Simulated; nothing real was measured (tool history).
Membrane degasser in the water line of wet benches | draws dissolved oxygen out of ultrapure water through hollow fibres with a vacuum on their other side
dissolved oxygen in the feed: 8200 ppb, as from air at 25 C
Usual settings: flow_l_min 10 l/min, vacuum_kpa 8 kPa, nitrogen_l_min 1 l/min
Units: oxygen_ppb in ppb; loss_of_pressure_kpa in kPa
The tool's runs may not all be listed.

run 1 hour=0 | flow_l_min=10 vacuum_kpa=8 nitrogen_l_min=1 | oxygen_ppb=141.3 loss_of_pressure_kpa=67.95
run 2 hour=135.5 | flow_l_min=10 vacuum_kpa=8 nitrogen_l_min=1 | oxygen_ppb=141.9 loss_of_pressure_kpa=68.57
run 3 hour=226.7 | flow_l_min=10 vacuum_kpa=5.33 nitrogen_l_min=1 | oxygen_ppb=80.1 loss_of_pressure_kpa=67.94
run 4 hour=367.4 | flow_l_min=13 vacuum_kpa=8 nitrogen_l_min=1 | oxygen_ppb=227.7 loss_of_pressure_kpa=88.43
run 5 hour=453.6 | flow_l_min=10 vacuum_kpa=4.92 nitrogen_l_min=1 | oxygen_ppb=72.6 loss_of_pressure_kpa=68.3
run 6 hour=533.6 | flow_l_min=10 vacuum_kpa=8 nitrogen_l_min=1 | oxygen_ppb=142.2 loss_of_pressure_kpa=67.89
run 7 hour=597.8 | flow_l_min=10 vacuum_kpa=8 nitrogen_l_min=2.78 | oxygen_ppb=72.9 loss_of_pressure_kpa=68.22
run 8 hour=686.4 | flow_l_min=10 vacuum_kpa=8 nitrogen_l_min=2.78 | oxygen_ppb=73.7 loss_of_pressure_kpa=68.32
run 9 hour=828.5 | flow_l_min=10 vacuum_kpa=8 nitrogen_l_min=1 | oxygen_ppb=143.3 loss_of_pressure_kpa=67.83
run 10 hour=890.3 | flow_l_min=10 vacuum_kpa=8 nitrogen_l_min=1 | oxygen_ppb=141.1 loss_of_pressure_kpa=67.78
run 11 hour=1037.3 | flow_l_min=10 vacuum_kpa=8 nitrogen_l_min=1 | oxygen_ppb=144.2 loss_of_pressure_kpa=68.26
run 12 hour=1135 | flow_l_min=10 vacuum_kpa=8 nitrogen_l_min=1 | oxygen_ppb=142.4 loss_of_pressure_kpa=68.27
run 13 hour=1207.3 | flow_l_min=10 vacuum_kpa=8 nitrogen_l_min=1 | oxygen_ppb=143.4 loss_of_pressure_kpa=68.26
run 14 hour=1333 | flow_l_min=10 vacuum_kpa=8 nitrogen_l_min=1.86 | oxygen_ppb=93.6 loss_of_pressure_kpa=68.08
run 15 hour=1426.2 | flow_l_min=10 vacuum_kpa=9.93 nitrogen_l_min=1.86 | oxygen_ppb=117.7 loss_of_pressure_kpa=68.53
run 16 hour=1489.6 | flow_l_min=10 vacuum_kpa=9.93 nitrogen_l_min=1.86 | oxygen_ppb=120.5 loss_of_pressure_kpa=68.18
run 17 hour=1610.1 | flow_l_min=10 vacuum_kpa=6.83 nitrogen_l_min=0.95 | oxygen_ppb=123.5 loss_of_pressure_kpa=68.18
run 18 hour=1727.2 | flow_l_min=10 vacuum_kpa=6.83 nitrogen_l_min=0.95 | oxygen_ppb=124 loss_of_pressure_kpa=68.57
run 19 hour=1814 | flow_l_min=8 vacuum_kpa=8.13 nitrogen_l_min=0.49 | oxygen_ppb=193.5 loss_of_pressure_kpa=54.77
run 20 hour=1931.7 | flow_l_min=8 vacuum_kpa=8.13 nitrogen_l_min=0.49 | oxygen_ppb=189.4 loss_of_pressure_kpa=54.73
run 21 hour=2036.7 | flow_l_min=9 vacuum_kpa=10.27 nitrogen_l_min=2.28 | oxygen_ppb=87.5 loss_of_pressure_kpa=61.68
run 22 hour=2120.9 | flow_l_min=8 vacuum_kpa=10.27 nitrogen_l_min=2.28 | oxygen_ppb=72.4 loss_of_pressure_kpa=54.55

Forecast run 23:
-- hour=2138 vacuum gauge calibrated
run 23 hour=2229.1 | flow_l_min=12 vacuum_kpa=7.11 nitrogen_l_min=2.28 | oxygen_ppb=? loss_of_pressure_kpa=?

oxygen_ppb: 117.6 ppb
loss_of_pressure_kpa: 82.64 kPa
Without the tool's hidden state the same run would have given oxygen_ppb 110.7 ppb, loss_of_pressure_kpa 81.05 kPa.

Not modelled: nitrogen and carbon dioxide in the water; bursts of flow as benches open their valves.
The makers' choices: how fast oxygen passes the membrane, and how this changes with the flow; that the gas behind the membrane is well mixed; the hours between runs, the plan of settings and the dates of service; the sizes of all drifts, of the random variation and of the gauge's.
